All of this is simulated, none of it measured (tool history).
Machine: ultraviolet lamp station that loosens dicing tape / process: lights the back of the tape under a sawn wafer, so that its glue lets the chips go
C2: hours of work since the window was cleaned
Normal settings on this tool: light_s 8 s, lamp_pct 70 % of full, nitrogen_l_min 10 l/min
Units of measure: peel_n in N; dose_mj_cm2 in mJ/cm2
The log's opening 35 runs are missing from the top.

Run 36, hour 433.1: usual settings but light_s 10 s, lamp_pct 97 % of full, nitrogen_l_min 8 l/min; hours of work of the lamp 475; C2 145. Result: peel_n 0.496 N, dose_mj_cm2 321 mJ/cm2.
Run 37, hour 446.6: usual settings but light_s 10 s, lamp_pct 97 % of full, nitrogen_l_min 8 l/min; hours of work of the lamp 484; C2 153. Result: peel_n 0.504 N, dose_mj_cm2 321 mJ/cm2.
Run 38, hour 460.9: usual settings but lamp_pct 77 % of full; hours of work of the lamp 493; C2 162. Result: peel_n 1.160 N, dose_mj_cm2 201 mJ/cm2.
Run 39, hour 477.3: usual settings but lamp_pct 80 % of full, nitrogen_l_min 13 l/min; hours of work of the lamp 503; C2 173. Result: peel_n 0.899 N, dose_mj_cm2 211 mJ/cm2.
Run 40, hour 487.0: usual settings but light_s 5 s, lamp_pct 80 % of full, nitrogen_l_min 13 l/min; hours of work of the lamp 509; C2 179. Result: peel_n 2.005 N, dose_mj_cm2 132 mJ/cm2.
Run 41, hour 500.5: usual settings but light_s 6 s, lamp_pct 60 % of full; hours of work of the lamp 518; C2 187. Result: peel_n 2.870 N, dose_mj_cm2 113 mJ/cm2.
Run 42, hour 516.3: usual settings but lamp_pct 88 % of full, nitrogen_l_min 19 l/min; hours of work of the lamp 528; C2 197. Result: peel_n 0.515 N, dose_mj_cm2 226 mJ/cm2.
Run 43, hour 533.4: usual settings but lamp_pct 88 % of full, nitrogen_l_min 19 l/min; hours of work of the lamp 538; C2 208. Result: peel_n 0.542 N, dose_mj_cm2 220 mJ/cm2.
Run 44, hour 545.6: usual settings but light_s 14 s, lamp_pct 66 % of full, nitrogen_l_min 8 l/min; hours of work of the lamp 546; C2 215. Result: peel_n 0.622 N, dose_mj_cm2 289 mJ/cm2.

Alternative continuations, all from the tool just after run 44; predict every row:
Run A, hour 553.3: usual settings but light_s 14 s, lamp_pct 88 % of full, nitrogen_l_min 8 l/min; hours of work of the lamp 551; C2 220. Result: peel_n ?, dose_mj_cm2 ?.
Run B, hour 553.3: usual settings but light_s 14 s, lamp_pct 88 % of full, nitrogen_l_min 13 l/min; hours of work of the lamp 551; C2 220. Result: peel_n ?, dose_mj_cm2 ?.
Run C, hour 553.3: usual settings but lamp_pct 83 % of full, nitrogen_l_min 13 l/min; hours of work of the lamp 551; C2 220. Result: peel_n ?, dose_mj_cm2 ?.

run  peel_n  dose_mj_cm2
  A   0.298          385
  B   0.180          387
  C   0.868          212
With no hidden state in the tool, these same runs would have given:
run  peel_n  dose_mj_cm2
  A   0.152          506
  B   0.110          508
  C   0.453          277

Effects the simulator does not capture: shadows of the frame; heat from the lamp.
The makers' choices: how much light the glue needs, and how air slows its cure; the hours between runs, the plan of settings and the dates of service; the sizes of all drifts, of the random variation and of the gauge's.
